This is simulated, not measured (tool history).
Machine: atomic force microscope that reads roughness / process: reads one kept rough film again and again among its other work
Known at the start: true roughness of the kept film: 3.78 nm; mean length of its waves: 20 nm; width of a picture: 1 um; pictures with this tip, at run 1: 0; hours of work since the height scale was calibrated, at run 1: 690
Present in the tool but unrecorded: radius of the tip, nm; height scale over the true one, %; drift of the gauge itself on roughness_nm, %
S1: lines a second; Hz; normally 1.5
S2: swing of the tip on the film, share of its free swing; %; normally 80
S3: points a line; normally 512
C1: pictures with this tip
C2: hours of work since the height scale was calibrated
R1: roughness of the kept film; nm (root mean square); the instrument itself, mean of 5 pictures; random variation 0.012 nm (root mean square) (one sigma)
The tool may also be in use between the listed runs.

run     day    S1  S2   S3   C1    C2     R1
  1       0   1.5  80  512    0   690  2.827
  2   1.862   1.5  80  512   64   713  2.839
  3   2.704   1.5  80  512   92   724  2.804
  4   3.621   1.5  80  512  124   736  2.828
  5   5.579   1.5  80  512  190   760   2.79
      6.475  -- new tip fitted
  6   6.988   1.5  80  512   18   778  2.807
  7   8.629   1.5  80  512   74   798  2.812
  8  10.671   1.5  80  512  143   824  2.805
  9  12.675  2.15  80  512  212   849  2.756
     12.946  -- new tip fitted
 10  13.712  2.15  80  512   26   862  2.782
 11  15.404  2.15  80  512   84   883  2.775
 12  16.879  2.15  80  512  135   902  2.771
 13  18.542   1.5  80  512  191   923  2.836
     19.533  -- new tip fitted
 14  19.896   1.5  80  512   13   940  2.817
 15  21.629   1.5  80  512   72   962  2.819
 16  23.642   1.5  64  512  141   987  2.917
 17  25.088   1.5  64  512  190  1005  2.906
     25.988  -- new tip fitted
 18  26.438   1.5  64  512   15  1022  2.893
 19  27.958   1.5  64  512   67  1041  2.894
 20  28.933  0.54  74  352  100  1053    2.9
 21  30.775  0.54  79  292  163  1076  2.845
     32.492  -- new tip fitted
 22  32.608  3.27  80  494    4  1099   2.67
 23  34.596  3.27  80  494   72  1124   2.68
 24  36.342   1.5  55  415  131  1146  2.916
 25  37.171  0.62  71  415  160  1157  2.908
 26   38.85  0.62  71  415  217  1178  2.877
     38.962  -- new tip fitted
 27  40.242  0.91  71  398   44  1195  2.861
 28  41.775  0.91  71  398   96  1214  2.893
 29  42.696  0.91  71  545  128  1226  2.922
 30   44.45   0.7  76  545  187  1248  2.887
     45.483  -- new tip fitted
 31  46.321   1.5  58  711   29  1271  2.964
 32  47.983  3.74  80  512   85  1292  2.643
 33  48.912  3.74  80  512  117  1304  2.645
 34  49.854  3.74  80  512  149  1316  2.626
 35  50.954  3.74  80  333  187  1330  2.604
     51.962  -- new tip fitted
 36  52.621  0.56  65  512   23  1350  2.948
 37  53.504  1.82  85  831   53  1362  2.771

Forecast each of these 3 alternatives for the next run:
  A  54.733  0.65  57  512  95  1377   ?
  B  54.733  1.33  81  396  95  1377   ?
  C  54.733  3.47  89  285  95  1377   ?

run     R1
  A  2.937
  B  2.815
  C  2.478
With the hidden condition removed and each run's random variation left untouched, the same runs would have given:
run     R1
  A  2.942
  B   2.82
  C  2.483
